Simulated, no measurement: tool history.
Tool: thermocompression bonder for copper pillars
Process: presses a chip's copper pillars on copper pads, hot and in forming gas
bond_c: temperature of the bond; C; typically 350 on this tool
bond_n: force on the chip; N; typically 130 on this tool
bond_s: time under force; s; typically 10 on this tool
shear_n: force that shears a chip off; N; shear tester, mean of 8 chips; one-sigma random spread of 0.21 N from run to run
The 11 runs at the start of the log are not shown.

run,hour,bond_c,bond_n,bond_s,hours of work since the heater was calibrated,hours of work since the force cell was calibrated,hours of work since the gas filter was changed,shear_n
12,447.8,350,122,10,27,264,176,39.6
13,495.3,350,122,10,56,293,205,39.7
14,522.7,350,122,10,72,309,221,38.9
15,555.6,350,122,10,92,329,241,39.3
# hour 582.7: forming gas filter changed
16,603.5,350,182,10,120,357,12,51.1
17,655.9,350,182,10,152,389,44,51.2
18,687.5,350,182,10,171,408,63,50.9
# hour 705.8: heater calibrated with a thermocouple chip, once more
19,719.0,350,182,10,8,426,81,56.1
20,746.1,350,182,10,24,442,97,56.4
21,767.7,343,152,16,37,455,110,56.9

Predict the results of run 22:
22,798.5,343,152,16,56,473,128,?

{"run 22": {"shear_n": 56.7}}
With the hidden condition absent and the run-to-run variation left alone, this run would have shown shear_n 56.8 N.

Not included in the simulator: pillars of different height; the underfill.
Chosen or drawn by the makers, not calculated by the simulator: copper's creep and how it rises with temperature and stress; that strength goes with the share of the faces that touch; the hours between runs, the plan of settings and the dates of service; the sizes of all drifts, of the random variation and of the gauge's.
